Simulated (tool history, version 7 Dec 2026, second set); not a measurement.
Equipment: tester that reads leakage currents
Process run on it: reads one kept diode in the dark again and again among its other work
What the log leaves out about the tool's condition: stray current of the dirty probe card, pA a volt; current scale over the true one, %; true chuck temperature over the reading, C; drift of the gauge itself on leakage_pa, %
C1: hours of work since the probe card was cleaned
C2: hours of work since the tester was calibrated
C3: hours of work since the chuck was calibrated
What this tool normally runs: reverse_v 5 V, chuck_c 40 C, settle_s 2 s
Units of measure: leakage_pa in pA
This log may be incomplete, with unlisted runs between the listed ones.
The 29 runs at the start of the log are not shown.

{"hour": 5982.6, "done": "tester calibrated"}
{"run": 30, "hour": 6098.8, "reverse_v": 1.02, "chuck_c": 32, "settle_s": 2.62, "C1": 1371, "C2": 88, "C3": 870, "leakage_pa": 44.88}
{"run": 31, "hour": 6286.7, "reverse_v": 8.02, "chuck_c": 31, "settle_s": 2, "C1": 1513, "C2": 230, "C3": 1013, "leakage_pa": 132.73}
{"run": 32, "hour": 6456.7, "reverse_v": 5.87, "chuck_c": 36, "settle_s": 0.98, "C1": 1642, "C2": 359, "C3": 1142, "leakage_pa": 165.3}
{"hour": 6701.1, "done": "chuck's temperature calibrated"}
{"run": 33, "hour": 6701.1, "reverse_v": 5.87, "chuck_c": 36, "settle_s": 0.44, "C1": 1826, "C2": 543, "C3": 0, "leakage_pa": 166.45}
{"run": 34, "hour": 6926.4, "reverse_v": 1.31, "chuck_c": 47, "settle_s": 0.31, "C1": 1996, "C2": 714, "C3": 171, "leakage_pa": 159.59}
{"run": 35, "hour": 7137.8, "reverse_v": 4.2, "chuck_c": 43, "settle_s": 0.33, "C1": 2157, "C2": 874, "C3": 331, "leakage_pa": 231.11}
{"run": 36, "hour": 7320.2, "reverse_v": 1.92, "chuck_c": 57, "settle_s": 0.78, "C1": 2295, "C2": 1012, "C3": 469, "leakage_pa": 391.68}
{"run": 37, "hour": 7560.9, "reverse_v": 13.88, "chuck_c": 39, "settle_s": 0.62, "C1": 2477, "C2": 1195, "C3": 652, "leakage_pa": 335.83}
{"hour": 7671.8, "done": "probe card cleaned and baked"}
{"run": 38, "hour": 7769.6, "reverse_v": 5, "chuck_c": 40, "settle_s": 0.79, "C1": 74, "C2": 1350, "C3": 807, "leakage_pa": 203.36}

What if the next run were any one of these 3? Each begins from the tool's condition after run 38:
{"run": "A", "hour": 7930.5, "reverse_v": 5, "chuck_c": 48, "settle_s": 0.66, "C1": 196, "C2": 1472, "C3": 929, "leakage_pa": "?"}
{"run": "B", "hour": 7930.5, "reverse_v": 19.06, "chuck_c": 40, "settle_s": 0.79, "C1": 196, "C2": 1472, "C3": 929, "leakage_pa": "?"}
{"run": "C", "hour": 7930.5, "reverse_v": 6.03, "chuck_c": 40, "settle_s": 3.49, "C1": 196, "C2": 1472, "C3": 929, "leakage_pa": "?"}

run=A leakage_pa=361.52
run=B leakage_pa=432.67
run=C leakage_pa=225.23
With the hidden condition removed and each run's random variation left untouched, the same runs would have given:
run=A leakage_pa=361.99
run=B leakage_pa=433.24
run=C leakage_pa=225.53
